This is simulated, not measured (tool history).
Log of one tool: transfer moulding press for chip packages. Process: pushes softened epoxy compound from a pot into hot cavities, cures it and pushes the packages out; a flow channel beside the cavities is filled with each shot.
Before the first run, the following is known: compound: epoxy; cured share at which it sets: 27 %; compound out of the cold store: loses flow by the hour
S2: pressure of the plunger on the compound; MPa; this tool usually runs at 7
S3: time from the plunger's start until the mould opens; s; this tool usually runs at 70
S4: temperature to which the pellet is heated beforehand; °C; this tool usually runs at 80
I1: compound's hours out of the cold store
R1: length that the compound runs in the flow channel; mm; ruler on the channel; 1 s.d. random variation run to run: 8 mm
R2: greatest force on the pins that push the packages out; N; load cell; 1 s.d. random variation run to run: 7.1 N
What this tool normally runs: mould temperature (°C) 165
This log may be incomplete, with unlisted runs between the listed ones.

Run 1, day 0: usual settings; I1 20.5. Result: R1 883 mm, R2 321 N.
Run 2, day 1.171: usual settings; I1 38.7. Result: R1 779 mm, R2 428 N.
At day 1.838: cavities cleaned with cleaning compound and waxed.
At day 2.475: plunger's sealing rings changed.
Run 3, day 2.521: usual settings; I1 14.9. Result: R1 965 mm, R2 386 N.
Run 4, day 3.908: usual settings but S2 5.34 MPa; I1 14.3. Result: R1 854 mm, R2 493 N.
At day 4.054: cavities cleaned with cleaning compound and waxed.
At day 5.333: mould's thermocouples calibrated.
Run 5, day 5.4: usual settings but S2 5.34 MPa; I1 34.3. Result: R1 736 mm, R2 405 N.
At day 6.212: cavities cleaned with cleaning compound and waxed.
Run 6, day 6.542: usual settings but mould temperature (°C) 158, S2 5.22 MPa, S4 81 °C; I1 19.6. Result: R1 819 mm, R2 488 N.
At day 8.25: cavities cleaned with cleaning compound and waxed.
Run 7, day 8.25: usual settings but mould temperature (°C) 158, S2 5.22 MPa, S4 81 °C; I1 21.1. Result: R1 799 mm, R2 439 N.
Run 8, day 9.404: usual settings but mould temperature (°C) 158, S2 7.28 MPa, S3 109 s; I1 33.9. Result: R1 845 mm, R2 339 N.
At day 10.408: cavities cleaned with cleaning compound and waxed.
Run 9, day 10.767: usual settings but S2 6.62 MPa; I1 28.4. Result: R1 807 mm, R2 335 N.

Run 10 has not been measured yet. What should we expect?
Run 10, day 11.592: usual settings but S2 6.91 MPa, S4 89 °C; I1 10.4. Result: R1 ?, R2 ?.

Run 10 gave R1 919 mm, R2 423 N.
Had the tool carried no hidden state, the very same run would have given R1 986 mm, R2 298 N.
